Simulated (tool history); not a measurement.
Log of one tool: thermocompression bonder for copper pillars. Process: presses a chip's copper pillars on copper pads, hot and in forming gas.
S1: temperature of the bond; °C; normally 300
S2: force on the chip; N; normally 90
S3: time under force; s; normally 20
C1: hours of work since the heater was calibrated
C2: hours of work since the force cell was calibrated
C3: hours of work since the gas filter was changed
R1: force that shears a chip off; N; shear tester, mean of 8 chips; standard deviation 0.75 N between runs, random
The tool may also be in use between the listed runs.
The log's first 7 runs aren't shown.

run    hour   S1   S2  S3    C1   C2   C3    R1
      378.6  -- forming gas filter changed
      440.3  -- force cell calibrated, once more
  8   445.5  300   90  20   886    4   48  60.2
  9   481.8  300   90  20   913   31   75  61.3
 10   539.3  300   90  20   955   73  118  58.5
 11   619.9  300   90  20  1015  133  177  59.3
 12   667.9  300   90  20  1051  168  213  59.1
 13   746.8  300   90  20  1109  227  271  59.7
 14   809.7  300   74  20  1155  273  318  54.3
 15   868.6  300   90  20  1199  317  361  60.5
        896  -- heater calibrated with a thermocouple chip
 16   949.5  300   90  20    40  375  420  52.5
 17  1025.4  300   90  20    96  431  476  52.5
     1062.5  -- forming gas filter changed
 18  1068.3  300   90  20   127  463    4  55.4
 19  1150.9  300  108  20   188  524   65  60.7
 20  1208.3  298   57  11   231  566  108  31.9
 21  1251.6  298   57  11   263  598  140  32.7
 22  1319.1  298   57  11   313  648  190    33
 23  1402.1  300  113  20   374  710  251  60.7
 24    1436  284   60  17   399  735  276  32.4
 25  1477.1  300   90  13   430  765  307  48.6
     1496.2  -- force cell calibrated
 26  1551.5  323   90  13   483   41  361  62.9
 27  1629.1  323   90  13   541   98  418  64.6
 28  1664.8  278   90  19   567  125  445    43
     1744.2  -- forming gas filter changed
 29  1747.9  295   90  42   628  186    3  66.8
 30  1788.8  295  112  33   659  216   33  68.3
 31  1837.1  295  112  33   694  252   69  68.8
 32  1905.5  295  112  33   745  302  119  69.5

Consider 3 possible next runs. They are alternatives, not a sequence: every one starts from the tool as it was left by run 32. What does each give?
  A  1941.6  306  90  20  772  329  146   ?
  B  1941.6  300  59  11  772  329  146   ?
  C  1941.6  307  78  35  772  329  146   ?

run    R1
  A  63.4
  B  37.2
  C  66.6
With no hidden state in the tool, these same runs would have given:
run    R1
  A  59.7
  B  33.6
  C  63.2
